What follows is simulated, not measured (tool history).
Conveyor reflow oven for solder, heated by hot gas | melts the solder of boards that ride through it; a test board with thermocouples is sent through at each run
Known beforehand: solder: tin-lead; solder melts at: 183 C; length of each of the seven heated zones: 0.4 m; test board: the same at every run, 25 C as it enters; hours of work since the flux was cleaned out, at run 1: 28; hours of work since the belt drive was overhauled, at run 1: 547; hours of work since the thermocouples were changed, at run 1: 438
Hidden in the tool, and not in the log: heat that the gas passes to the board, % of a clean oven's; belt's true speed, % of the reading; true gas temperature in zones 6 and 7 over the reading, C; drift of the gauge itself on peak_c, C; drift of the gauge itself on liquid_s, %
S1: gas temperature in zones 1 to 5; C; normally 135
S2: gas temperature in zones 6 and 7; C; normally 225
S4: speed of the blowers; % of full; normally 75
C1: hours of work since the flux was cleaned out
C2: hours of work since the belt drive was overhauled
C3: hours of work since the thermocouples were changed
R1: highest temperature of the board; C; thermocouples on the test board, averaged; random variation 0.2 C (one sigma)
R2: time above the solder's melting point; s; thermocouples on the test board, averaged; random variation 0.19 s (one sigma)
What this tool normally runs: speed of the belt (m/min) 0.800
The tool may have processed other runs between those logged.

run 1 hour=0.0 | S1=135 S2=225 speed_of_the_belt_(m/min)=0.800 S4=75 | C1=28 C2=547 C3=438 | R1=206.8 R2=35.9
run 2 hour=17.3 | S1=135 S2=225 speed_of_the_belt_(m/min)=0.800 S4=55 | C1=35 C2=554 C3=446 | R1=202.5 R2=31.2
run 3 hour=37.7 | S1=150 S2=225 speed_of_the_belt_(m/min)=0.800 S4=75 | C1=45 C2=564 C3=455 | R1=209.8 R2=43.5
run 4 hour=66.0 | S1=135 S2=225 speed_of_the_belt_(m/min)=0.912 S4=75 | C1=57 C2=576 C3=468 | R1=202.4 R2=27.1
run 5 hour=81.3 | S1=135 S2=225 speed_of_the_belt_(m/min)=0.912 S4=75 | C1=64 C2=583 C3=475 | R1=202.4 R2=27.4
run 6 hour=112.5 | S1=135 S2=225 speed_of_the_belt_(m/min)=0.912 S4=75 | C1=78 C2=597 C3=489 | R1=201.9 R2=27.2
run 7 hour=145.8 | S1=135 S2=225 speed_of_the_belt_(m/min)=0.912 S4=75 | C1=93 C2=612 C3=504 | R1=202.2 R2=27.2
run 8 hour=167.0 | S1=135 S2=225 speed_of_the_belt_(m/min)=0.912 S4=75 | C1=103 C2=622 C3=513 | R1=202.4 R2=27.4
run 9 hour=185.7 | S1=135 S2=225 speed_of_the_belt_(m/min)=0.800 S4=75 | C1=111 C2=630 C3=522 | R1=206.9 R2=36.3
run 10 hour=208.0 | S1=142 S2=225 speed_of_the_belt_(m/min)=0.866 S4=75 | C1=121 C2=640 C3=532 | R1=205.7 R2=34.0

The next listed run, before its measurement:
run 11 hour=235.6 | S1=135 S2=225 speed_of_the_belt_(m/min)=0.800 S4=73 | C1=134 C2=653 C3=544 | R1=? R2=?

Run 11 came out at R1 206.5 C, R2 35.9 s.
Were there no unlogged condition in the tool, this run, its random variation unchanged, would have produced R1 206.5 C, R2 35.9 s.
